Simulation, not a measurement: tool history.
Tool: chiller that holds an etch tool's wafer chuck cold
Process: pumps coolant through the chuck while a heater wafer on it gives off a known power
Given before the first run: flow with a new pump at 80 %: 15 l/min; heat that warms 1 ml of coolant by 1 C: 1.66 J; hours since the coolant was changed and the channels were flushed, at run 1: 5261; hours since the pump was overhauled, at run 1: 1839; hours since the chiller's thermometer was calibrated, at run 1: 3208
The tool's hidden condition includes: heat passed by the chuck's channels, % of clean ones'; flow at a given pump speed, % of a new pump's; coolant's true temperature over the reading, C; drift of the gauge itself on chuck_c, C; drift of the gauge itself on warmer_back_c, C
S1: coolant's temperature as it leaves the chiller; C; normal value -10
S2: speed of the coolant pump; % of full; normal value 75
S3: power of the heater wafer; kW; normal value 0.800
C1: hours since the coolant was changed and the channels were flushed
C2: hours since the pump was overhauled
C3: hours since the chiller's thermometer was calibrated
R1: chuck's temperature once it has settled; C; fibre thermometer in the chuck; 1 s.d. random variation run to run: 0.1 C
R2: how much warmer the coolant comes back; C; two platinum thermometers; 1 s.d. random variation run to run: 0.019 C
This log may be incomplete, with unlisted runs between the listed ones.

run 1 day=0.000 | S1=-10 S2=75 S3=0.800 | C1=5261 C2=1839 C3=3208 | R1=-3.9 R2=2.13
run 2 day=3.258 | S1=-10 S2=75 S3=0.800 | C1=5340 C2=1917 C3=3286 | R1=-3.9 R2=2.12
run 3 day=6.471 | S1=-10 S2=75 S3=0.800 | C1=5417 C2=1994 C3=3363 | R1=-4.0 R2=2.11
run 4 day=9.346 | S1=-10 S2=75 S3=0.800 | C1=5486 C2=2063 C3=3432 | R1=-3.8 R2=2.13
run 5 day=11.129 | S1=-10 S2=75 S3=0.800 | C1=5529 C2=2106 C3=3475 | R1=-3.6 R2=2.10
run 6 day=12.738 | S1=-10 S2=75 S3=0.800 | C1=5567 C2=2145 C3=3514 | R1=-3.7 R2=2.14
run 7 day=15.279 | S1=-10 S2=75 S3=0.489 | C1=5628 C2=2206 C3=3575 | R1=-6.0 R2=1.30
run 8 day=16.867 | S1=-10 S2=73 S3=0.800 | C1=5666 C2=2244 C3=3613 | R1=-3.7 R2=2.20
run 9 day=19.679 | S1=-10 S2=75 S3=0.800 | C1=5734 C2=2312 C3=3680 | R1=-3.9 R2=2.14
run 10 day=21.738 | S1=-10 S2=75 S3=0.800 | C1=5783 C2=2361 C3=3730 | R1=-3.7 R2=2.12
run 11 day=24.788 | S1=-10 S2=75 S3=0.800 | C1=5856 C2=2434 C3=3803 | R1=-3.8 R2=2.12
run 12 day=27.071 | S1=-10 S2=75 S3=0.800 | C1=5911 C2=2489 C3=3858 | R1=-3.8 R2=2.14
run 13 day=30.354 | S1=-10 S2=75 S3=0.579 | C1=5990 C2=2568 C3=3937 | R1=-5.4 R2=1.56
run 14 day=33.008 | S1=-10 S2=75 S3=0.579 | C1=6054 C2=2631 C3=4000 | R1=-5.4 R2=1.54
run 15 day=35.579 | S1=-10 S2=83 S3=0.800 | C1=6115 C2=2693 C3=4062 | R1=-4.1 R2=1.92
run 16 day=37.508 | S1=-10 S2=83 S3=0.800 | C1=6162 C2=2739 C3=4108 | R1=-4.0 R2=1.92
run 17 day=40.475 | S1=-19 S2=83 S3=1.065 | C1=6233 C2=2811 C3=4180 | R1=-11.4 R2=2.57
run 18 day=43.896 | S1=-12 S2=88 S3=1.065 | C1=6315 C2=2893 C3=4262 | R1=-4.6 R2=2.40
run 19 day=46.354 | S1=-11 S2=61 S3=0.431 | C1=6374 C2=2952 C3=4321 | R1=-6.8 R2=1.38
-- day=48.588 chiller's thermometer calibrated
run 20 day=48.733 | S1=-10 S2=75 S3=0.546 | C1=6430 C2=3008 C3=3 | R1=-6.0 R2=1.48
run 21 day=50.900 | S1=-5 S2=89 S3=0.833 | C1=6482 C2=3060 C3=55 | R1=0.4 R2=1.88
run 22 day=54.400 | S1=-19 S2=90 S3=0.599 | C1=6566 C2=3144 C3=139 | R1=-15.3 R2=1.32
run 23 day=56.267 | S1=-6 S2=75 S3=0.800 | C1=6611 C2=3189 C3=184 | R1=-0.1 R2=2.14
run 24 day=58.304 | S1=-6 S2=75 S3=0.800 | C1=6660 C2=3237 C3=233 | R1=0.0 R2=2.16
-- day=60.558 coolant changed, channels flushed
run 25 day=61.562 | S1=-10 S2=100 S3=0.477 | C1=24 C2=3310 C3=305 | R1=-7.6 R2=0.97
run 26 day=64.875 | S1=-1 S2=75 S3=0.800 | C1=104 C2=3389 C3=385 | R1=4.4 R2=2.15
run 27 day=67.908 | S1=-9 S2=62 S3=0.800 | C1=176 C2=3462 C3=458 | R1=-2.6 R2=2.56
run 28 day=71.304 | S1=-9 S2=62 S3=0.800 | C1=258 C2=3543 C3=539 | R1=-2.7 R2=2.59
run 29 day=73.967 | S1=-18 S2=62 S3=1.089 | C1=322 C2=3607 C3=603 | R1=-9.4 R2=3.54
run 30 day=76.742 | S1=-10 S2=75 S3=1.031 | C1=388 C2=3674 C3=670 | R1=-3.1 R2=2.78
run 31 day=79.425 | S1=-18 S2=75 S3=0.446 | C1=453 C2=3738 C3=734 | R1=-14.9 R2=1.16

Table of differences, measured result less the result of that run with no hidden state. Run-to-run variation is the same in both. Gauge scatter possibly is not:
run=1 R1=+1.0 R2=+0.06
run=2 R1=+1.1 R2=+0.06
run=3 R1=+1.0 R2=+0.06
run=4 R1=+1.1 R2=+0.06
run=5 R1=+1.2 R2=+0.06
run=6 R1=+1.2 R2=+0.06
run=7 R1=+0.9 R2=+0.04
run=8 R1=+1.2 R2=+0.07
run=9 R1=+1.2 R2=+0.07
run=10 R1=+1.2 R2=+0.07
run=11 R1=+1.2 R2=+0.07
run=12 R1=+1.2 R2=+0.07
run=13 R1=+1.0 R2=+0.05
run=14 R1=+1.0 R2=+0.05
run=15 R1=+1.2 R2=+0.07
run=16 R1=+1.2 R2=+0.06
run=17 R1=+1.5 R2=+0.09
run=18 R1=+1.4 R2=+0.08
run=19 R1=+1.0 R2=+0.05
run=20 R1=+0.6 R2=+0.05
run=21 R1=+0.7 R2=+0.07
run=22 R1=+0.6 R2=+0.05
run=23 R1=+0.8 R2=+0.09
run=24 R1=+0.9 R2=+0.08
run=25 R1=+0.2 R2=+0.04
run=26 R1=+0.3 R2=+0.09
run=27 R1=+0.3 R2=+0.10
run=28 R1=+0.4 R2=+0.10
run=29 R1=+0.5 R2=+0.14
run=30 R1=+0.4 R2=+0.12
run=31 R1=+0.3 R2=+0.05
